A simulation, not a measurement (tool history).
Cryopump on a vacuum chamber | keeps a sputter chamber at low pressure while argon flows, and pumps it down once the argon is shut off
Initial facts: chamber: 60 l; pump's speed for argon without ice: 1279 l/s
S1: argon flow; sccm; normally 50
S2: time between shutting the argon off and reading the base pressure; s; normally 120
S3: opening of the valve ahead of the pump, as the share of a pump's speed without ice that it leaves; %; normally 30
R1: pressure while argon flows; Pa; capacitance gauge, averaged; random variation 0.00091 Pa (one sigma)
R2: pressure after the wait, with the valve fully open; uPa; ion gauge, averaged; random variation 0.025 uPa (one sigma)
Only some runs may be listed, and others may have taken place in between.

run,hour,S1,S2,S3,R1,R2
1,0.0,50,120,30,0.2223,1.71
2,85.8,50,120,30,0.2231,1.72
3,170.0,50,268,30,0.2244,1.40
4,292.8,50,268,30,0.2259,1.45
5,347.6,50,268,30,0.2257,1.53
6,443.8,50,229,30,0.2278,1.61
7,565.0,50,229,30,0.2277,1.73
8,656.4,50,120,30,0.2297,2.17
# hour 768.8: pump warmed up, emptied and cooled again
9,783.9,50,120,30,0.2221,2.03
10,848.6,50,120,30,0.2237,2.10
11,898.7,50,120,30,0.2217,2.13
12,983.2,50,120,30,0.2247,2.15
13,1040.0,50,120,30,0.2254,2.24
14,1095.2,50,120,30,0.2244,2.35
15,1161.9,50,120,30,0.2278,2.40
16,1238.4,50,120,30,0.2260,2.44
17,1331.4,50,120,30,0.2298,2.52
18,1450.5,50,120,30,0.2323,2.61
19,1510.7,50,57,23,0.2997,3.56
# hour 1533.6: pump warmed up, emptied and cooled again
20,1624.5,50,57,23,0.2929,3.38
21,1682.3,50,21,30,0.2237,6.21
22,1784.0,50,80,25,0.2689,3.04
23,1836.7,61,35,15,0.5436,4.50
24,1905.0,61,35,15,0.5448,4.68
25,2022.6,33,259,15,0.2993,2.46
# hour 2112.0: leaking fittings of the chamber tightened, without venting
26,2144.7,62,120,27,0.3174,1.04
27,2238.5,50,24,60,0.1216,4.13
# hour 2301.8: pump warmed up, emptied and cooled again
28,2362.2,92,71,35,0.3507,1.67
29,2413.7,53,286,53,0.1363,0.71
30,2479.5,46,213,30,0.2061,0.86
31,2537.2,25,87,30,0.1137,1.57
32,2614.9,25,87,23,0.1463,1.58
33,2728.9,85,48,39,0.3018,2.57
34,2796.6,30,72,20,0.2030,1.96
35,2874.3,30,72,20,0.2043,1.94

Predict each of these 3 candidate next runs independently; none follows another, all start after run 35:
A,2974.5,26,120,26,?,?
B,2974.5,48,72,22,?,?
C,2974.5,26,265,16,?,?

run,R1,R2
A,0.1377,1.47
B,0.2996,2.03
C,0.2210,1.06
The same runs, with their run-to-run variation unchanged, on a tool lacking any hidden condition would have given:
run,R1,R2
A,0.1318,1.01
B,0.2886,1.56
C,0.2150,0.60

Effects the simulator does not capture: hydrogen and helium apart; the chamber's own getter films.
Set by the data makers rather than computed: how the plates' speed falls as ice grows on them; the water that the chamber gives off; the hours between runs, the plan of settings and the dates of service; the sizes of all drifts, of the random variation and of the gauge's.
